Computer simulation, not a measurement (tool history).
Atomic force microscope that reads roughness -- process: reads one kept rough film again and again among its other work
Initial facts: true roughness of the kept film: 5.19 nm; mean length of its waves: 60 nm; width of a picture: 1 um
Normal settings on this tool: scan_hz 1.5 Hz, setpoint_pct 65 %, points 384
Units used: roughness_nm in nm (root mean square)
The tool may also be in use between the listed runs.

run	hour	scan_hz	setpoint_pct	points	roughness_nm
1	0	1.5	65	384	4.673
2	19.5	1.5	70	384	4.552
3	38.9	1.5	61	384	4.727
4	60.8	1.5	61	384	4.698
5	79.3	1.5	61	384	4.729
6	106.1	1.5	61	384	4.731
7	129.5	1.5	61	384	4.698
# hour 135.4: new tip fitted
8	156.9	1.5	65	384	4.653
9	184.2	1.5	65	384	4.709
10	210.7	1.5	65	486	4.674
11	230.2	1.5	84	384	4.169
12	242.8	2.15	65	384	4.532
13	263.4	2.15	65	384	4.549
14	290.5	2.15	65	384	4.516
15	314.4	2.15	65	736	4.567
16	333.9	1.14	74	384	4.569
17	356.2	1.5	70	631	4.559
# hour 376.3: new tip fitted
18	378.5	2.94	72	1012	4.138
19	398.6	2.94	84	506	3.622
20	425	0.54	72	1006	4.842
21	447.8	0.54	72	1006	4.792
22	459.8	0.54	72	1006	4.809
23	476.6	3.5	66	1006	4.278
24	496.2	0.79	57	1006	4.88
25	517.5	1.5	78	752	4.373
26	544.1	1.5	78	752	4.389
27	570.7	2.27	65	274	4.47
28	582.8	1.58	56	350	4.774
29	596.7	2.94	74	444	4.043

4 options for the next run, each taken on its own from the tool as it stands now. Forecast them:
A	611.4	1.98	72	447	?
B	611.4	0.89	74	444	?
C	611.4	2.61	67	444	?
D	611.4	3.55	90	551	?

run	roughness_nm
A	4.4
B	4.638
C	4.392
D	3.099
Take away the tool's hidden state, keep each run's random variation, and the runs would have read:
run	roughness_nm
A	4.414
B	4.653
C	4.406
D	3.109
